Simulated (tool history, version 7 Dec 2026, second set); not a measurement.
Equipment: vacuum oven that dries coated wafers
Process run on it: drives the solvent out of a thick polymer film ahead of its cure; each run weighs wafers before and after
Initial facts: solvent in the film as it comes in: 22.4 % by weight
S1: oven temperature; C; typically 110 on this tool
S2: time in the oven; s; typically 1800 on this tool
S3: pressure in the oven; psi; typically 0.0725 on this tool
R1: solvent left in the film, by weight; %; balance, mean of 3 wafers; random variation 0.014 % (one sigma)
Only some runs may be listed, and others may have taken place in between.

run 1 day=0.000 | S1=110 S2=1800 S3=0.0725 | R1=0.82
run 2 day=0.421 | S1=110 S2=1800 S3=0.0725 | R1=0.84
run 3 day=0.804 | S1=110 S2=1800 S3=0.0725 | R1=0.82
run 4 day=1.125 | S1=110 S2=1800 S3=0.0725 | R1=0.80
run 5 day=1.417 | S1=110 S2=1800 S3=0.0725 | R1=0.79
run 6 day=1.962 | S1=110 S2=1800 S3=0.0725 | R1=0.82
run 7 day=2.317 | S1=110 S2=1800 S3=0.0725 | R1=0.79
run 8 day=2.717 | S1=110 S2=1800 S3=0.0725 | R1=0.81
-- day=2.833 oven's thermocouples calibrated
run 9 day=3.225 | S1=110 S2=1800 S3=0.0725 | R1=0.99
run 10 day=3.621 | S1=110 S2=1680 S3=0.0725 | R1=1.16
run 11 day=3.950 | S1=110 S2=1680 S3=0.0725 | R1=1.15
run 12 day=4.192 | S1=110 S2=1800 S3=0.0725 | R1=0.97
run 13 day=4.717 | S1=110 S2=1800 S3=0.1843 | R1=1.19
run 14 day=5.092 | S1=110 S2=1800 S3=0.1843 | R1=1.20
run 15 day=5.571 | S1=110 S2=1800 S3=0.1843 | R1=1.19
run 16 day=5.929 | S1=107 S2=1800 S3=0.1326 | R1=1.59
-- day=6.033 vacuum gauge cleaned of residue and calibrated
run 17 day=6.271 | S1=107 S2=1800 S3=0.1326 | R1=1.59
run 18 day=6.779 | S1=101 S2=1800 S3=0.0725 | R1=2.93
run 19 day=7.146 | S1=101 S2=1800 S3=0.0725 | R1=2.93
run 20 day=7.438 | S1=101 S2=1800 S3=0.0725 | R1=2.93
run 21 day=7.671 | S1=101 S2=1800 S3=0.0725 | R1=2.92
run 22 day=7.896 | S1=110 S2=3060 S3=0.0725 | R1=0.26
run 23 day=8.442 | S1=110 S2=3060 S3=0.0725 | R1=0.27
run 24 day=8.679 | S1=110 S2=2640 S3=0.0529 | R1=0.33
run 25 day=9.079 | S1=110 S2=1800 S3=0.2000 | R1=1.21
-- day=9.350 vacuum gauge cleaned of residue and calibrated, once more
run 26 day=9.654 | S1=121 S2=1800 S3=0.0772 | R1=0.19
run 27 day=9.929 | S1=118 S2=1800 S3=0.0725 | R1=0.26

Consider 3 possible next runs. They are alternatives, not a sequence: every one starts from the tool as it was left by run 27. What does each give?
run A day=10.400 | S1=123 S2=2460 S3=0.0624 | R1=?
run B day=10.400 | S1=118 S2=1800 S3=0.2028 | R1=?
run C day=10.400 | S1=96 S2=1440 S3=0.0725 | R1=?

run=A R1=0.08
run=B R1=0.50
run=C R1=5.89
Stripped of hidden state, with their random variation kept, the same runs would have yielded:
run=A R1=0.08
run=B R1=0.51
run=C R1=6.03
